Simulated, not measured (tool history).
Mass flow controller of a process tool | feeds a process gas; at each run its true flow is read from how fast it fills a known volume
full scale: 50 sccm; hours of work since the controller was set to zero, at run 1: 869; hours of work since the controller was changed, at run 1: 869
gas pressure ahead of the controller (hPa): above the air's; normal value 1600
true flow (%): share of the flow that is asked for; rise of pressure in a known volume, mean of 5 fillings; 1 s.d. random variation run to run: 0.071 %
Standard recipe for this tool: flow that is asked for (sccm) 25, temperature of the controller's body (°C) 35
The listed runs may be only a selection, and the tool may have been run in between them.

run    hour  flow that is asked for (sccm)  gas pressure ahead of the controller (hPa)  temperature of the controller's body (°C)  hours of work since the controller was set to zero  hours of work since the controller was changed  true flow (%)
  1     0.0                             25                                        1600                                         35                                                 869                                             869         100.83
  2   364.4                             25                                        1600                                         35                                                1150                                            1150         100.95
  3   665.7                             25                                        1600                                         35                                                1383                                            1383         101.12
  4  1105.8                             25                                        1560                                         35                                                1723                                            1723         101.32
  5  1513.9                             25                                        1560                                         35                                                2038                                            2038         101.36
  6  1965.2                             25                                        1560                                         35                                                2387                                            2387         101.73
  7  2384.8                             25                                        1560                                         35                                                2711                                            2711         101.88
  8  2784.9                             25                                        1600                                         27                                                3020                                            3020         101.20
  9  3137.5                             25                                        1600                                         27                                                3293                                            3293         101.42
 10  3334.9                             25                                        1600                                         27                                                3445                                            3445         101.37
 11  3701.1                             25                                        1600                                         27                                                3728                                            3728         101.62
 12  4082.4                             25                                        1600                                         27                                                4023                                            4023         101.66
 13  4505.4                             25                                        1400                                         27                                                4350                                            4350         102.04
 14  4901.1                             25                                        1600                                         27                                                4655                                            4655         101.91
 15  5132.4                             25                                        1600                                         35                                                4834                                            4834         102.99
 16  5575.4                             25                                        1600                                         35                                                5176                                            5176         102.99
 17  5929.5                             25                                        1600                                         24                                                5450                                            5450         102.10
 18  6315.5                             15                                        2630                                         35                                                5748                                            5748         102.43
 19  6677.3                             15                                        2630                                         35                                                6028                                            6028         102.63
     6886.7  -- controller's zero set anew
 20  6897.1                             15                                        2630                                         23                                                   8                                            6197         101.39
 21  7356.3                              7                                        1600                                         21                                                 363                                            6552         102.14
     7495.1  -- gauge calibrated
 22  7807.9                             25                                        1710                                         35                                                 712                                            6901         100.91
 23  8036.0                             15                                        1970                                         25                                                 888                                            7077          99.49
 24  8319.3                             23                                        2020                                         23                                                1107                                            7296          99.59

Run 25 has not been measured yet. What should we expect?
 25  8662.5                             12                                        2020                                         33                                                1372                                            7561              ?

{"run 25": {"true flow (%)": 100.75}}
With the hidden condition absent and the run-to-run variation left alone, this run would have shown true flow (%) 100.29.
